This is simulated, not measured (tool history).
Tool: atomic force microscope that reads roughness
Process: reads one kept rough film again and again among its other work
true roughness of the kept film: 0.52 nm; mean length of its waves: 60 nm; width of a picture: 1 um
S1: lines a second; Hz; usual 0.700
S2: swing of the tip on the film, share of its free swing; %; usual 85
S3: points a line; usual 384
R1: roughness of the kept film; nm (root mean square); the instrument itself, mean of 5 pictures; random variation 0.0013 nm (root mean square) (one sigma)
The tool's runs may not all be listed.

{"run": 1, "hour": 0.0, "S1": 0.7, "S2": 85, "S3": 384, "R1": 0.498}
{"run": 2, "hour": 28.0, "S1": 0.7, "S2": 85, "S3": 384, "R1": 0.498}
{"run": 3, "hour": 47.1, "S1": 0.7, "S2": 85, "S3": 384, "R1": 0.496}
{"run": 4, "hour": 80.3, "S1": 0.7, "S2": 85, "S3": 384, "R1": 0.498}
{"run": 5, "hour": 99.6, "S1": 0.7, "S2": 85, "S3": 384, "R1": 0.497}
{"hour": 106.7, "done": "new tip fitted"}
{"run": 6, "hour": 125.1, "S1": 0.7, "S2": 85, "S3": 384, "R1": 0.499}
{"run": 7, "hour": 158.0, "S1": 0.7, "S2": 85, "S3": 384, "R1": 0.496}
{"run": 8, "hour": 185.8, "S1": 0.7, "S2": 85, "S3": 699, "R1": 0.5}
{"run": 9, "hour": 218.7, "S1": 0.7, "S2": 85, "S3": 699, "R1": 0.497}
{"hour": 222.5, "done": "new tip fitted"}
{"run": 10, "hour": 246.6, "S1": 0.7, "S2": 85, "S3": 699, "R1": 0.497}
{"run": 11, "hour": 269.0, "S1": 0.7, "S2": 85, "S3": 699, "R1": 0.501}
{"run": 12, "hour": 294.5, "S1": 0.7, "S2": 67, "S3": 384, "R1": 0.518}
{"run": 13, "hour": 328.4, "S1": 0.7, "S2": 85, "S3": 355, "R1": 0.497}
{"hour": 338.7, "done": "new tip fitted"}
{"run": 14, "hour": 346.7, "S1": 0.7, "S2": 85, "S3": 355, "R1": 0.5}
{"run": 15, "hour": 373.2, "S1": 0.7, "S2": 85, "S3": 355, "R1": 0.503}
{"run": 16, "hour": 403.8, "S1": 0.7, "S2": 85, "S3": 503, "R1": 0.502}
{"run": 17, "hour": 436.2, "S1": 0.724, "S2": 85, "S3": 503, "R1": 0.496}
{"hour": 454.7, "done": "new tip fitted"}
{"run": 18, "hour": 471.3, "S1": 0.7, "S2": 73, "S3": 384, "R1": 0.515}
{"run": 19, "hour": 490.3, "S1": 0.7, "S2": 73, "S3": 384, "R1": 0.515}
{"run": 20, "hour": 510.7, "S1": 0.7, "S2": 73, "S3": 384, "R1": 0.514}

Run 21 comes next. What will it give?
{"hour": 514.1, "done": "height scale calibrated on a step standard"}
{"run": 21, "hour": 529.2, "S1": 3.559, "S2": 69, "S3": 384, "R1": "?"}

R1: 0.470 nm (root mean square)
Without the tool's hidden state the same run would have given R1 0.457 nm (root mean square).
